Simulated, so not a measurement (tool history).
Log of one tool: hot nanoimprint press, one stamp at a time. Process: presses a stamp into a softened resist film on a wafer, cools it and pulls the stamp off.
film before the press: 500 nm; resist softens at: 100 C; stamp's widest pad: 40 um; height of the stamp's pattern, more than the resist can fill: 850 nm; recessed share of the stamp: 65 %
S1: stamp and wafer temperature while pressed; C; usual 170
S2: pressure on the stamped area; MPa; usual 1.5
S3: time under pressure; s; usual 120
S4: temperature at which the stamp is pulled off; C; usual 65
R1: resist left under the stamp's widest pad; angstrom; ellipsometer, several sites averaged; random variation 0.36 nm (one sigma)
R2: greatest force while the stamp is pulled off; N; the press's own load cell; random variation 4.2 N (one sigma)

run,hour,S1,S2,S3,S4,R1,R2
1,0,170,1.5,120,65,1996,257
2,44.3,170,1.5,120,65,1992,264
3,83.9,170,1.5,120,65,1990,269
4,109.3,170,1.5,120,65,1993,256
5,147.4,170,1.5,120,65,1982,274
6,195,170,1.5,120,65,1978,280
7,248.2,170,1.5,120,68,1976,257
8,282.9,170,1.5,133,68,1897,264
9,332.2,170,1.5,120,65,1975,297
10,360.8,170,2.29,120,65,1593,292
11,383.7,170,2.29,120,65,1592,313
# hour 414.1: stamp cleaned and given a new release coat
12,416.5,170,2.29,120,65,1598,201
13,467.2,170,2.29,120,65,1586,211
# hour 476.4: plate thermocouple calibrated
14,522.5,170,2.29,120,65,1626,212
15,568.6,170,2.29,212,65,1287,230
16,615.2,170,2.29,212,65,1285,233
17,667,170,1.5,213,55,1592,303
18,696.8,170,1.5,213,55,1591,303
19,733.1,161,1.5,125,68,2682,223
20,774.7,179,1.5,120,65,1458,250
21,815.8,179,1.5,120,65,1459,250
22,855.5,179,1.5,120,65,1455,252
23,902.2,167,1.5,139,62,2081,282
24,927.3,167,1.32,176,62,2019,283
25,981.6,159,1.42,120,56,2949,339
26,1022.7,181,1.42,61,56,1835,340
27,1051.7,166,1.33,222,66,1895,269
28,1094.7,173,1.99,106,72,1620,232
29,1131.4,173,2.39,106,57,1472,352

Forecast each of these 3 alternatives for the next run:
A,1171.6,173,1.04,201,57,?,?
B,1171.6,162,1.5,120,61,?,?
C,1171.6,167,1.2,211,57,?,?

run,R1,R2
A,1723,358
B,2590,322
C,1946,366
Without the tool's hidden state the same runs would have given:
run,R1,R2
A,1766,251
B,2648,226
C,1996,256
